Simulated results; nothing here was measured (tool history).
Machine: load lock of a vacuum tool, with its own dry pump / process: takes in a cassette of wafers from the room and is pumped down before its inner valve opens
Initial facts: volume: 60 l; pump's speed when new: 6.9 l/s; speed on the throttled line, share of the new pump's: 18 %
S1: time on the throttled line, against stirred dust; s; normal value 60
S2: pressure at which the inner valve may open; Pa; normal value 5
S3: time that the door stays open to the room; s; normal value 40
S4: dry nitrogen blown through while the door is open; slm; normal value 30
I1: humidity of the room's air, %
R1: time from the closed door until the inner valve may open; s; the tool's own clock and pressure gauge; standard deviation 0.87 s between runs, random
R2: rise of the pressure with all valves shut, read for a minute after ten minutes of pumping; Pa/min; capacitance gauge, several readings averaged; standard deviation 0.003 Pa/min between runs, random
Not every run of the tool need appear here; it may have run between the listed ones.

run,day,S1,S2,S3,S4,I1,R1,R2
1,0.000,60,5,40,30,45.5,158.2,0.045
2,9.112,60,5,40,30,45.0,159.0,0.055
3,16.258,60,5,40,30,42.6,159.1,0.048
4,27.346,60,5,40,30,42.4,159.1,0.051
5,32.975,60,5,40,30,44.2,161.0,0.054
6,42.571,60,5,40,30,45.0,161.3,0.054
7,52.275,60,5,40,30,46.2,161.6,0.055
# day 55.658: dry pump taken out, an overhauled one fitted
8,65.062,60,5,40,30,44.1,134.4,0.052
9,70.679,55,5,40,30,44.7,131.0,0.053
10,76.796,55,5,40,30,44.4,131.7,0.060
11,88.621,55,5,40,30,45.7,131.2,0.065
12,101.088,55,5,40,30,45.2,131.3,0.064
13,109.083,55,5,40,30,46.5,131.9,0.067
14,121.975,55,5,40,30,50.3,130.7,0.065
15,134.850,55,5,40,30,42.7,132.3,0.062
16,142.829,55,5,40,30,45.7,132.8,0.069
17,148.162,55,5,40,30,45.7,132.5,0.073
18,158.067,60,5,163,30,45.1,137.5,0.089
19,167.912,60,6,163,30,43.2,135.3,0.080
20,174.425,31,5,141,30,49.1,114.6,0.090
21,184.125,31,5,141,30,45.6,112.7,0.082
22,190.262,31,5,141,30,47.8,115.3,0.091
23,197.600,60,7,40,30,42.7,134.3,0.082
24,207.600,60,7,40,30,41.1,134.8,0.073
25,213.079,73,5,192,30,45.7,149.5,0.099

Predict each of these 5 candidate next runs independently; none follows another, all start after run 25:
A,225.362,74,5,31,13,41.0,?,?
B,225.362,119,5,192,30,43.2,?,?
C,225.362,73,6,192,26,46.3,?,?
D,225.362,102,5,192,30,41.4,?,?
E,225.362,83,5,192,30,44.4,?,?

run,R1,R2
A,150.0,0.088
B,187.1,0.095
C,146.0,0.107
D,170.3,0.098
E,158.9,0.102
Without the tool's hidden state the same runs would have given:
run,R1,R2
A,147.9,0.038
B,185.2,0.046
C,144.0,0.057
D,168.3,0.048
E,156.8,0.052
